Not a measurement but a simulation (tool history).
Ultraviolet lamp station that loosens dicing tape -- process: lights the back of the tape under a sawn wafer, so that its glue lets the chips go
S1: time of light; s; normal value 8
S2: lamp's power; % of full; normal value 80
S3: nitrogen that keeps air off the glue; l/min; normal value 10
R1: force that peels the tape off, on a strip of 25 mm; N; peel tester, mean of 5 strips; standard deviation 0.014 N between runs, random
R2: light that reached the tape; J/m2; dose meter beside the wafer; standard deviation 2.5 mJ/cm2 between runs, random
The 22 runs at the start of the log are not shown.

| run | day | S1 | S2 | S3 | R1 | R2 |
|---|---|---|---|---|---|---|
| 23 | 20.167 | 8 | 74 | 3 | 1.763 | 2360 |
| 24 | 20.929 | 13 | 75 | 5 | 0.657 | 3860 |
| 25 | 21.55 | 6 | 80 | 10 | 1.297 | 1920 |
| 26 | 22.567 | 6 | 67 | 14 | 1.371 | 1600 |
| 27 | 23.158 | 5 | 98 | 10 | 1.185 | 1940 |
| 28 | 24.454 | 4 | 98 | 10 | 1.681 | 1540 |
| 29 | 25.35 | 7 | 73 | 5 | 1.783 | 1980 |
| 30 | 26.562 | 7 | 60 | 5 | 2.181 | 1610 |
| 31 | 27.567 | 7 | 60 | 5 | 2.283 | 1590 |
| 32 | 28.142 | 7 | 95 | 5 | 1.236 | 2550 |
| 33 | 29.383 | 13 | 77 | 19 | 0.293 | 3780 |
| 34 | 30.45 | 12 | 77 | 16 | 0.348 | 3500 |

Alternative continuations, all from the tool just after run 34; predict every row:
| A | 31.396 | 12 | 86 | 16 | ? | ? |
| B | 31.396 | 7 | 94 | 13 | ? | ? |
| C | 31.396 | 7 | 97 | 3 | ? | ? |

| run | R1 | R2 |
|---|---|---|
| A | 0.309 | 3910 |
| B | 0.719 | 2490 |
| C | 1.675 | 2560 |
With no hidden state in the tool, these same runs would have given:
| run | R1 | R2 |
|---|---|---|
| A | 0.257 | 4760 |
| B | 0.511 | 3030 |
| C | 1.289 | 3120 |

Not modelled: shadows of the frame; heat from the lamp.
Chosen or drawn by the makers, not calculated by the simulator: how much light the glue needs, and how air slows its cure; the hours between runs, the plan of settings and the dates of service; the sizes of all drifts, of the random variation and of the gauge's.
